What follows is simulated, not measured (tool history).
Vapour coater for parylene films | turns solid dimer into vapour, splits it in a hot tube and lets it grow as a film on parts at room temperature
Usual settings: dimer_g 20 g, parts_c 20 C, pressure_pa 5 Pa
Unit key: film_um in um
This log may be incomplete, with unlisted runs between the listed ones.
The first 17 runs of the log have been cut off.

run   hour  dimer_g  parts_c  pressure_pa  film_um
 18  255.1       12       20         9.32     8.37
 19  272.6       12       20         9.32     8.44
 20  291.8       20       22         4.79    15.03
 21  306.9       16       15         3.48    16.82
 22  327.3        9       16         3.48     9.26
 23  348.2        9       16         3.48     9.09
 24  357.5        9       16         3.48     9.08
 25    368       13       14            5    13.04
 26  378.9       18       16            5    16.77
 27  394.3       10       20         2.55     9.31
 28  405.2       14       20            5    10.99
 29  424.8       14       20            5       11
 30  437.1       14       20            5    10.96
 31  446.6       20       20         5.05    15.74
 32  458.7       19       20         5.05    14.76
 33  476.3       20       20          5.8     14.9

Each row is a separate what-if for the run after 33, all from the same tool condition, not one after another. Results?
  A  486.9       20       17         3.72        ?
  B  486.9       20       18         6.39        ?
  C  486.9       29       20         2.51        ?
  D  486.9       20       21         4.38        ?

run  film_um
  A    18.72
  B     15.8
  C    26.41
  D    15.46
What these runs would have given with no unlogged condition in the tool:
run  film_um
  A    20.18
  B    17.03
  C    28.47
  D    16.66
